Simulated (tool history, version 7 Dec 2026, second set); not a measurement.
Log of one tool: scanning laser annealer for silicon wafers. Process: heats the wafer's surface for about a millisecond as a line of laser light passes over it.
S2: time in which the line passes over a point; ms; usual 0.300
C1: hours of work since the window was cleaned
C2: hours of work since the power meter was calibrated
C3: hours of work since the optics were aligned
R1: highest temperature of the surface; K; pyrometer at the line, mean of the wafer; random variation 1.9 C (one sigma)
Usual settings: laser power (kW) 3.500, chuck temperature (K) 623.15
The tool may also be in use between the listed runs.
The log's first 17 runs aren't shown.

run 18 hour=141.0 | laser_power_(kW)=3.500 S2=0.300 chuck_temperature_(K)=623.15 | C1=45 C2=211 C3=94 | R1=1409.15
run 19 hour=147.0 | laser_power_(kW)=3.500 S2=0.300 chuck_temperature_(K)=623.15 | C1=47 C2=213 C3=96 | R1=1411.15
run 20 hour=154.7 | laser_power_(kW)=3.500 S2=0.300 chuck_temperature_(K)=623.15 | C1=50 C2=216 C3=100 | R1=1406.15
run 21 hour=160.0 | laser_power_(kW)=3.677 S2=0.304 chuck_temperature_(K)=588.15 | C1=52 C2=218 C3=102 | R1=1426.15
run 22 hour=169.1 | laser_power_(kW)=3.677 S2=0.285 chuck_temperature_(K)=628.15 | C1=56 C2=222 C3=105 | R1=1439.15
run 23 hour=177.4 | laser_power_(kW)=3.066 S2=0.242 chuck_temperature_(K)=657.15 | C1=59 C2=225 C3=109 | R1=1263.15
run 24 hour=182.6 | laser_power_(kW)=3.621 S2=0.256 chuck_temperature_(K)=592.15 | C1=61 C2=227 C3=111 | R1=1348.15
run 25 hour=191.8 | laser_power_(kW)=3.621 S2=0.256 chuck_temperature_(K)=592.15 | C1=65 C2=231 C3=114 | R1=1349.15
run 26 hour=197.3 | laser_power_(kW)=3.658 S2=0.240 chuck_temperature_(K)=597.15 | C1=67 C2=233 C3=117 | R1=1337.15
run 27 hour=205.3 | laser_power_(kW)=3.146 S2=0.229 chuck_temperature_(K)=632.15 | C1=71 C2=236 C3=120 | R1=1236.15
run 28 hour=210.9 | laser_power_(kW)=3.146 S2=0.229 chuck_temperature_(K)=632.15 | C1=73 C2=239 C3=122 | R1=1234.15
run 29 hour=221.0 | laser_power_(kW)=3.727 S2=0.212 chuck_temperature_(K)=632.15 | C1=77 C2=243 C3=126 | R1=1338.15
run 30 hour=231.2 | laser_power_(kW)=3.718 S2=0.294 chuck_temperature_(K)=594.15 | C1=81 C2=247 C3=130 | R1=1427.15
run 31 hour=236.4 | laser_power_(kW)=3.718 S2=0.294 chuck_temperature_(K)=594.15 | C1=83 C2=249 C3=132 | R1=1425.15
run 32 hour=241.1 | laser_power_(kW)=3.718 S2=0.294 chuck_temperature_(K)=594.15 | C1=85 C2=251 C3=134 | R1=1428.15
run 33 hour=248.3 | laser_power_(kW)=3.016 S2=0.217 chuck_temperature_(K)=594.15 | C1=88 C2=254 C3=137 | R1=1154.15
run 34 hour=255.4 | laser_power_(kW)=3.016 S2=0.217 chuck_temperature_(K)=632.15 | C1=91 C2=257 C3=140 | R1=1192.15
run 35 hour=261.7 | laser_power_(kW)=3.016 S2=0.362 chuck_temperature_(K)=632.15 | C1=93 C2=259 C3=143 | R1=1361.15
run 36 hour=269.0 | laser_power_(kW)=3.016 S2=0.362 chuck_temperature_(K)=632.15 | C1=96 C2=262 C3=145 | R1=1366.15
run 37 hour=275.0 | laser_power_(kW)=3.016 S2=0.369 chuck_temperature_(K)=661.15 | C1=98 C2=264 C3=148 | R1=1397.15
run 38 hour=280.5 | laser_power_(kW)=3.759 S2=0.229 chuck_temperature_(K)=627.15 | C1=101 C2=267 C3=150 | R1=1367.15
run 39 hour=285.5 | laser_power_(kW)=3.125 S2=0.354 chuck_temperature_(K)=623.15 | C1=103 C2=269 C3=152 | R1=1372.15
run 40 hour=292.2 | laser_power_(kW)=3.125 S2=0.308 chuck_temperature_(K)=653.15 | C1=105 C2=271 C3=155 | R1=1352.15

5 ways to go on from here, each from the tool as it stands after run 40. What would each give?
run A hour=302.5 | laser_power_(kW)=3.125 S2=0.292 chuck_temperature_(K)=653.15 | C1=110 C2=275 C3=159 | R1=?
run B hour=302.5 | laser_power_(kW)=3.125 S2=0.243 chuck_temperature_(K)=653.15 | C1=110 C2=275 C3=159 | R1=?
run C hour=302.5 | laser_power_(kW)=3.044 S2=0.312 chuck_temperature_(K)=632.15 | C1=110 C2=275 C3=159 | R1=?
run D hour=302.5 | laser_power_(kW)=3.529 S2=0.249 chuck_temperature_(K)=653.15 | C1=110 C2=275 C3=159 | R1=?
run E hour=302.5 | laser_power_(kW)=3.402 S2=0.315 chuck_temperature_(K)=636.15 | C1=110 C2=275 C3=159 | R1=?

run=A R1=1331.15
run=B R1=1273.15
run=C R1=1314.15
run=D R1=1371.15
run=E R1=1412.15
Without the tool's hidden state the same runs would have given:
run=A R1=1339.15
run=B R1=1280.15
run=C R1=1322.15
run=D R1=1380.15
run=E R1=1421.15

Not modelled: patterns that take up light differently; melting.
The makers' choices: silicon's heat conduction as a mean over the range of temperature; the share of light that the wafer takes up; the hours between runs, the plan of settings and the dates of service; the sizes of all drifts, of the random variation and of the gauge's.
